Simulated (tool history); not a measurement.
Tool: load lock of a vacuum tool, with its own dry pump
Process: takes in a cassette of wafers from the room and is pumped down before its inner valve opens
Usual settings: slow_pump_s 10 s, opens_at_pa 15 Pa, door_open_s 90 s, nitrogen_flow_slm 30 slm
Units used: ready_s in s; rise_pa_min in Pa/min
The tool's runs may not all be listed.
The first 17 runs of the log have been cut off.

| run | hour | slow_pump_s | opens_at_pa | door_open_s | nitrogen_flow_slm | hours that the pump has run since its overhaul | times that the door has closed on its seal | incoming humidity of the room's air, % | ready_s | rise_pa_min |
|---|---|---|---|---|---|---|---|---|---|---|
| 18 | 6231.8 | 10 | 15 | 90 | 30 | 8231 | 37969 | 41.6 | 21.5 | 0.224 |
| 19 | 6648.7 | 12 | 28 | 31 | 30 | 8648 | 39249 | 44.2 | 22 | 0.202 |
| 20 | 6914.4 | 12 | 28 | 31 | 30 | 8913 | 40065 | 43 | 22 | 0.208 |
| 21 | 7164.7 | 13 | 28 | 31 | 38 | 9164 | 40834 | 43.6 | 22.9 | 0.199 |
| 22 | 7405.4 | 10 | 22 | 32 | 18 | 9404 | 41573 | 43.5 | 20.9 | 0.218 |
| 23 | 7643.7 | 10 | 22 | 32 | 18 | 9643 | 42306 | 46.6 | 21.1 | 0.231 |
| 24 | 7913.1 | 15 | 28 | 90 | 34 | 9912 | 43133 | 50.9 | 24.5 | 0.267 |
| 25 | 8411.5 | 10 | 15 | 90 | 19 | 10410 | 44664 | 44 | 21.6 | 0.282 |
| 26 | 8831.5 | 8 | 15 | 90 | 5 | 10830 | 45954 | 43.6 | 20.2 | 0.321 |
| 27 | 9285.7 | 9 | 13 | 43 | 12 | 11285 | 47349 | 46.8 | 21.2 | 0.286 |

Expected results for the next run?
| 28 | 9742.2 | 9 | 13 | 43 | 12 | 11741 | 48751 | 43.6 | ? | ? |

ready_s: 21.3 s
rise_pa_min: 0.291 Pa/min
Were there no unlogged condition in the tool, this run, its random variation unchanged, would have produced ready_s 19.9 s, rise_pa_min 0.063 Pa/min.
